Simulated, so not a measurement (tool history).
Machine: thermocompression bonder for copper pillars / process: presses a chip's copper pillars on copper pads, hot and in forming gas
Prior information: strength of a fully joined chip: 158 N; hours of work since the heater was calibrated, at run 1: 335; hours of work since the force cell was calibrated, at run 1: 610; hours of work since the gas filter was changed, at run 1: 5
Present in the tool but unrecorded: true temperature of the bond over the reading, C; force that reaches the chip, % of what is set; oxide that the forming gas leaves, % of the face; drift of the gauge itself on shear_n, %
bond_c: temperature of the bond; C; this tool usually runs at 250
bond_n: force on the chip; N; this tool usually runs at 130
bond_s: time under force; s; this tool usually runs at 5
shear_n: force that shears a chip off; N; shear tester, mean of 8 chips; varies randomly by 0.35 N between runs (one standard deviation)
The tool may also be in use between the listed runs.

run	hour	bond_c	bond_n	bond_s	hours of work since the heater was calibrated	hours of work since the force cell was calibrated	hours of work since the gas filter was changed	shear_n
1	0.0	250	130	5	335	610	5	101.6
2	19.3	269	130	5	351	626	20	119.8
3	42.2	244	130	5	369	644	38	94.9
4	53.1	250	130	5	378	653	47	100.8
5	69.5	250	181	5	391	666	60	117.7
6	88.4	270	181	9	406	681	75	145.9
7	108.1	265	137	9	422	697	91	132.7
8	122.7	265	137	9	433	708	103	132.3
9	141.4	265	137	8	448	723	118	130.3

The next listed run, before its measurement:
10	152.9	272	120	6	457	733	127	?

shear_n: 122.4 N
Minus the tool's unlogged condition, the same run would have read shear_n 121.0 N.

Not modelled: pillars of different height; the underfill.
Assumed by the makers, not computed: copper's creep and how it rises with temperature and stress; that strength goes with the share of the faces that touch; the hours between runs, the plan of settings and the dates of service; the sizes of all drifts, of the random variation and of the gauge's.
